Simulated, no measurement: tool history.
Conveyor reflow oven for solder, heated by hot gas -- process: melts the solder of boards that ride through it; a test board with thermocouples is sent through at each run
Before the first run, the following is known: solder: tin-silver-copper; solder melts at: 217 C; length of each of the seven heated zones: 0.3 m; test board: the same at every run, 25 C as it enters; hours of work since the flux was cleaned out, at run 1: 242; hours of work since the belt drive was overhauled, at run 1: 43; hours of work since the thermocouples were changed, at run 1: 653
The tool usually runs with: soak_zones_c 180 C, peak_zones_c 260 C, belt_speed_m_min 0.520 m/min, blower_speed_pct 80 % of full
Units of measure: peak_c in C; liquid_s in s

run	hour	soak_zones_c	peak_zones_c	belt_speed_m_min	blower_speed_pct	hours of work since the flux was cleaned out	hours of work since the belt drive was overhauled	hours of work since the thermocouples were changed	peak_c	liquid_s
1	0.0	180	260	0.520	80	242	43	653	251.3	53.5
# hour 19.0: flux residue cleaned out of gas plates and filters
2	21.2	180	260	0.520	80	2	55	665	251.2	53.4
# hour 27.9: thermocouples of zones 6 and 7 changed
3	33.0	180	260	0.520	80	9	62	4	249.4	53.1
4	44.6	180	260	0.520	80	17	70	12	250.0	52.8
5	54.1	180	260	0.520	80	24	77	19	249.4	53.0
6	76.1	180	260	0.520	80	40	93	35	249.4	52.5
7	99.4	180	260	0.520	80	57	110	52	249.2	52.7
8	110.2	180	260	0.520	80	65	118	60	248.9	52.4
9	121.2	188	260	0.520	80	73	126	68	250.3	56.6
10	131.7	180	260	0.520	80	81	134	76	249.4	53.9
11	154.3	180	260	0.520	80	97	151	92	248.9	52.6
12	176.3	180	260	0.520	80	113	167	108	249.4	52.7
13	186.6	180	260	0.520	80	121	174	116	249.2	53.4
14	205.2	180	260	0.520	80	134	188	129	249.3	53.1
15	220.7	183	260	0.520	80	146	199	141	249.3	54.2
16	243.7	183	260	0.520	80	162	216	157	249.8	54.4
17	260.6	168	260	0.520	80	175	228	170	247.9	48.3
18	270.7	168	260	0.520	80	182	235	177	247.7	48.0
# hour 275.8: belt drive overhauled, speed set with a stopwatch
19	292.0	168	260	0.520	80	195	12	190	246.9	48.3
20	308.5	174	266	0.595	55	207	24	202	240.7	34.8
21	328.3	183	260	0.462	90	221	38	216	254.2	65.7
22	342.0	183	260	0.602	88	231	48	226	248.6	45.6
23	356.5	184	271	0.505	73	242	59	237	258.7	61.0
24	368.2	170	252	0.520	80	250	67	245	240.5	43.4
# hour 376.4: flux residue cleaned out of gas plates and filters
# hour 383.2: belt drive overhauled, speed set with a stopwatch, once more
25	392.0	170	252	0.520	80	9	6	256	241.6	44.4
26	407.9	170	252	0.530	54	20	18	268	233.3	30.6
27	424.4	170	252	0.530	54	32	30	280	232.8	31.1
28	435.2	180	252	0.569	80	40	38	288	240.9	42.4
29	457.4	180	257	0.569	80	56	54	304	245.2	46.0
30	471.8	167	257	0.569	80	67	65	314	242.9	39.7
31	488.9	172	257	0.480	80	79	77	327	248.4	54.7

Here are 4 independent what-if runs from the current tool condition. What would each one return?
A	505.0	185	260	0.480	57	91	89	338	?	?
B	505.0	186	257	0.480	51	91	89	338	?	?
C	505.0	170	273	0.480	80	91	89	338	?	?
D	505.0	182	267	0.616	80	91	89	338	?	?

run	peak_c	liquid_s
A	247.5	56.4
B	242.8	52.2
C	262.4	62.3
D	252.0	45.5
Had the tool no hidden state, the same runs would have come out as:
run	peak_c	liquid_s
A	246.9	55.9
B	242.1	51.7
C	261.8	62.0
D	251.5	45.3
